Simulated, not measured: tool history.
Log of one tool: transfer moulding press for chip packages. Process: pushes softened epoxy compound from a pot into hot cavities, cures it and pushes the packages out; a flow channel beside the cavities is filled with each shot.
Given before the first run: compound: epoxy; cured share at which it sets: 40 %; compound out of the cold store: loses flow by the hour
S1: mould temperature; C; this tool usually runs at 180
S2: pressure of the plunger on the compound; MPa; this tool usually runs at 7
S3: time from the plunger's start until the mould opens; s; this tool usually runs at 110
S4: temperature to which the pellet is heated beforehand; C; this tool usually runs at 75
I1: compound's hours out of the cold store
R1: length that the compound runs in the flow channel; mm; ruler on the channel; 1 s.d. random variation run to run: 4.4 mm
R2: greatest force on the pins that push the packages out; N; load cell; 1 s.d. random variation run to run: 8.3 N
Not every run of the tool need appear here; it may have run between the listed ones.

run 1 day=0 | S1=180 S2=7 S3=110 S4=75 | I1=26.1 | R1=566 R2=607
-- day=0.338 cavities cleaned with cleaning compound and waxed
run 2 day=1.4 | S1=180 S2=7 S3=110 S4=71 | I1=14.3 | R1=591 R2=511
-- day=2.571 cavities cleaned with cleaning compound and waxed
run 3 day=2.571 | S1=180 S2=7 S3=110 S4=71 | I1=13 | R1=591 R2=374
run 4 day=4.038 | S1=173 S2=7 S3=110 S4=75 | I1=24.3 | R1=566 R2=818
-- day=4.775 cavities cleaned with cleaning compound and waxed
run 5 day=4.988 | S1=173 S2=7 S3=110 S4=75 | I1=12.9 | R1=602 R2=675
run 6 day=5.888 | S1=180 S2=7 S3=110 S4=82 | I1=44 | R1=507 R2=506
run 7 day=6.5 | S1=180 S2=7 S3=110 S4=82 | I1=26 | R1=554 R2=583
-- day=7.017 cavities cleaned with cleaning compound and waxed
run 8 day=7.679 | S1=180 S2=7 S3=110 S4=82 | I1=18.6 | R1=575 R2=471
-- day=8.254 plunger's sealing rings changed
run 9 day=9.121 | S1=180 S2=7 S3=110 S4=82 | I1=44.2 | R1=526 R2=554
-- day=9.342 cavities cleaned with cleaning compound and waxed
run 10 day=10.625 | S1=180 S2=6.42 S3=110 S4=75 | I1=18.5 | R1=573 R2=545
-- day=11.55 cavities cleaned with cleaning compound and waxed
run 11 day=11.617 | S1=180 S2=6.42 S3=110 S4=75 | I1=24.4 | R1=549 R2=374
run 12 day=12.538 | S1=180 S2=6.42 S3=110 S4=75 | I1=45.4 | R1=493 R2=496
-- day=13.667 mould's thermocouples calibrated
-- day=13.817 cavities cleaned with cleaning compound and waxed
run 13 day=13.875 | S1=185 S2=6.84 S3=110 S4=75 | I1=32.5 | R1=534 R2=325
run 14 day=15.333 | S1=180 S2=7.33 S3=97 S4=75 | I1=29.5 | R1=570 R2=683
-- day=16.071 cavities cleaned with cleaning compound and waxed
run 15 day=16.479 | S1=185 S2=6.75 S3=96 S4=73 | I1=39.8 | R1=508 R2=411
run 16 day=17.558 | S1=185 S2=6.75 S3=139 S4=83 | I1=28.1 | R1=546 R2=410
-- day=18.279 cavities cleaned with cleaning compound and waxed
run 17 day=18.996 | S1=184 S2=6.08 S3=110 S4=82 | I1=21.3 | R1=534 R2=419
run 18 day=19.838 | S1=184 S2=6.08 S3=110 S4=82 | I1=18 | R1=536 R2=454
-- day=20.508 cavities cleaned with cleaning compound and waxed
run 19 day=21.283 | S1=182 S2=7 S3=110 S4=78 | I1=19.3 | R1=577 R2=429
run 20 day=21.917 | S1=180 S2=6.8 S3=110 S4=75 | I1=34.2 | R1=522 R2=499

4 ways to go on from here, each from the tool as it stands after run 20. What would each give?
-- day=22.712 cavities cleaned with cleaning compound and waxed
run A day=23.208 | S1=174 S2=7 S3=91 S4=75 | I1=40.8 | R1=? R2=?
-- day=22.712 cavities cleaned with cleaning compound and waxed
run B day=23.208 | S1=184 S2=6.8 S3=110 S4=75 | I1=45.6 | R1=? R2=?
-- day=22.712 cavities cleaned with cleaning compound and waxed
run C day=23.208 | S1=183 S2=8.62 S3=110 S4=75 | I1=14.7 | R1=? R2=?
-- day=22.712 cavities cleaned with cleaning compound and waxed
run D day=23.208 | S1=173 S2=6.8 S3=120 S4=75 | I1=25.2 | R1=? R2=?

run=A R1=525 R2=946
run=B R1=485 R2=372
run=C R1=648 R2=396
run=D R1=550 R2=579
With the hidden condition removed and each run's random variation left untouched, the same runs would have given:
run=A R1=549 R2=810
run=B R1=507 R2=310
run=C R1=677 R2=332
run=D R1=576 R2=497
